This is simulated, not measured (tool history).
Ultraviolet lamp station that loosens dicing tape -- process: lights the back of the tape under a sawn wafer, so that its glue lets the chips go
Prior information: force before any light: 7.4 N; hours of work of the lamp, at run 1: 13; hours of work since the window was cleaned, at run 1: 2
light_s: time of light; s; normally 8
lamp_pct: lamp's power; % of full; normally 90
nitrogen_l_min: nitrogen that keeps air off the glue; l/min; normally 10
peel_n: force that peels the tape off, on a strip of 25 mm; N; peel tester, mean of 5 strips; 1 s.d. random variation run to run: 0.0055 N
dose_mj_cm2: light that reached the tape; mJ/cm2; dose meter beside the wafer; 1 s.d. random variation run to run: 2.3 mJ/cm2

| run | hour | light_s | lamp_pct | nitrogen_l_min | hours of work of the lamp | hours of work since the window was cleaned | peel_n | dose_mj_cm2 |
|---|---|---|---|---|---|---|---|---|
| 1 | 0 | 8 | 90 | 10 | 13 | 2 | 0.116 | 241 |
| 2 | 14.7 | 8 | 90 | 10 | 22 | 11 | 0.109 | 246 |
| 3 | 32.2 | 8 | 90 | 10 | 33 | 22 | 0.121 | 238 |
| 4 | 42.7 | 8 | 90 | 10 | 40 | 29 | 0.105 | 242 |
| 5 | 63.8 | 8 | 90 | 10 | 53 | 42 | 0.108 | 245 |
| 6 | 82.9 | 8 | 73 | 10 | 64 | 54 | 0.177 | 195 |
| 7 | 102.3 | 8 | 73 | 10 | 76 | 66 | 0.17 | 196 |
| 8 | 121.6 | 8 | 72 | 11 | 88 | 77 | 0.155 | 195 |
| 9 | 132.5 | 6 | 93 | 4 | 95 | 84 | 0.389 | 187 |
| 10 | 145.8 | 15 | 82 | 10 | 103 | 92 | 0.081 | 410 |
| 11 | 162.8 | 15 | 82 | 10 | 114 | 103 | 0.081 | 418 |
| 12 | 172.8 | 8 | 67 | 7 | 120 | 109 | 0.273 | 184 |
| 13 | 186.8 | 10 | 64 | 7 | 129 | 118 | 0.185 | 213 |

For run 14, what comes out?
| 14 | 206.7 | 11 | 74 | 10 | 141 | 130 | ? | ? |

Run 14 came out at peel_n 0.1 N, dose_mj_cm2 274 mJ/cm2.
Without the tool's hidden state the same run would have given peel_n 0.1 N, dose_mj_cm2 275 mJ/cm2.

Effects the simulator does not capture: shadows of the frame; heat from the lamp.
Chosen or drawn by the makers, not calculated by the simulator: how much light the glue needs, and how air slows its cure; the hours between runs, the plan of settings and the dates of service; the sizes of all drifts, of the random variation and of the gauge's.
